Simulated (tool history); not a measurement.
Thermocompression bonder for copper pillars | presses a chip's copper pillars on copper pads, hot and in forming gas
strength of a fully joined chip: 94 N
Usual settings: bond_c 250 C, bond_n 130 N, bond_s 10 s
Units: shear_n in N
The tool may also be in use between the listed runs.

Run 1, day 0: usual settings. Result: shear_n 50 N.
At day 0.55: forming gas filter changed.
Run 2, day 0.65: usual settings. Result: shear_n 49.8 N.
Run 3, day 1.138: usual settings but bond_n 118 N. Result: shear_n 47.2 N.
Run 4, day 1.562: usual settings but bond_n 118 N. Result: shear_n 47.4 N.
Run 5, day 2.317: usual settings but bond_c 262 C. Result: shear_n 55.8 N.
Run 6, day 2.912: usual settings but bond_s 16 s. Result: shear_n 58.1 N.
Run 7, day 3.429: usual settings. Result: shear_n 50.2 N.
Run 8, day 4.017: usual settings but bond_c 278 C. Result: shear_n 64.7 N.
Run 9, day 4.612: usual settings but bond_c 278 C. Result: shear_n 64.8 N.
Run 10, day 5.171: usual settings but bond_s 14 s. Result: shear_n 55.4 N.
Run 11, day 6.05: usual settings but bond_s 6 s. Result: shear_n 41.4 N.
Run 12, day 7.054: usual settings but bond_s 6 s. Result: shear_n 41.9 N.
Run 13, day 7.829: usual settings but bond_s 6 s. Result: shear_n 41.8 N.
Run 14, day 8.588: usual settings but bond_s 6 s. Result: shear_n 41.5 N.
Run 15, day 9.383: usual settings but bond_s 6 s. Result: shear_n 42 N.
Run 16, day 10.15: usual settings but bond_s 6 s. Result: shear_n 41.4 N.
Run 17, day 11.154: usual settings but bond_s 6 s. Result: shear_n 42 N.
At day 11.254: forming gas filter changed.
Run 18, day 11.796: usual settings but bond_s 25 s. Result: shear_n 65.5 N.
Run 19, day 12.65: usual settings but bond_s 13 s. Result: shear_n 54.7 N.
Run 20, day 13.125: usual settings but bond_s 22 s. Result: shear_n 63.2 N.
Run 21, day 13.825: usual settings but bond_s 22 s. Result: shear_n 62.9 N.
Run 22, day 14.867: usual settings but bond_n 194 N, bond_s 21 s. Result: shear_n 72.8 N.
Run 23, day 15.796: usual settings but bond_n 84 N. Result: shear_n 39.1 N.
Run 24, day 16.225: usual settings but bond_c 275 C, bond_n 84 N, bond_s 18 s. Result: shear_n 61.1 N.
Run 25, day 17.1: usual settings but bond_n 133 N. Result: shear_n 50.3 N.
Run 26, day 18.042: usual settings but bond_c 265 C, bond_s 6 s. Result: shear_n 49.8 N.
Run 27, day 18.554: usual settings but bond_c 265 C, bond_s 6 s. Result: shear_n 49.1 N.
Run 28, day 19.504: usual settings but bond_c 265 C, bond_s 6 s. Result: shear_n 48.9 N.
Run 29, day 20.35: usual settings but bond_c 234 C. Result: shear_n 40.6 N.
Run 30, day 20.825: usual settings but bond_n 101 N. Result: shear_n 43.5 N.
Run 31, day 21.467: usual settings but bond_n 101 N. Result: shear_n 42.8 N.
At day 21.967: forming gas filter changed.
Run 32, day 22.121: usual settings but bond_c 241 C, bond_n 85 N, bond_s 15 s. Result: shear_n 40.4 N.
Run 33, day 22.712: usual settings but bond_c 241 C, bond_n 85 N, bond_s 15 s. Result: shear_n 40.6 N.
Run 34, day 23.175: usual settings but bond_c 257 C, bond_n 175 N, bond_s 12 s. Result: shear_n 64.8 N.
Run 35, day 24.183: usual settings but bond_c 257 C, bond_n 175 N, bond_s 12 s. Result: shear_n 64.7 N.
Run 36, day 24.6: usual settings but bond_c 257 C, bond_n 175 N, bond_s 12 s. Result: shear_n 65.5 N.
Run 37, day 25.512: usual settings but bond_c 257 C, bond_n 175 N, bond_s 12 s. Result: shear_n 64.9 N.
Run 38, day 26.4: usual settings but bond_c 236 C, bond_n 172 N, bond_s 8 s. Result: shear_n 46.1 N.
Run 39, day 27.175: usual settings but bond_c 236 C, bond_n 172 N, bond_s 8 s. Result: shear_n 45.9 N.
Run 40, day 28.017: usual settings but bond_c 236 C, bond_n 172 N, bond_s 8 s. Result: shear_n 45.7 N.
Run 41, day 28.775: usual settings but bond_c 254 C, bond_n 149 N, bond_s 9 s. Result: shear_n 54 N.

Forecast each of these 3 alternatives for the next run:
Run A, day 29.617: usual settings but bond_n 181 N. Result: shear_n ?.
Run B, day 29.617: usual settings but bond_c 254 C, bond_n 150 N, bond_s 9 s. Result: shear_n ?.
Run C, day 29.617: usual settings but bond_n 140 N. Result: shear_n ?.

run  shear_n
  A       59
  B       54
  C     51.6
Without the tool's hidden state the same runs would have given:
run  shear_n
  A     59.1
  B     54.1
  C     51.7

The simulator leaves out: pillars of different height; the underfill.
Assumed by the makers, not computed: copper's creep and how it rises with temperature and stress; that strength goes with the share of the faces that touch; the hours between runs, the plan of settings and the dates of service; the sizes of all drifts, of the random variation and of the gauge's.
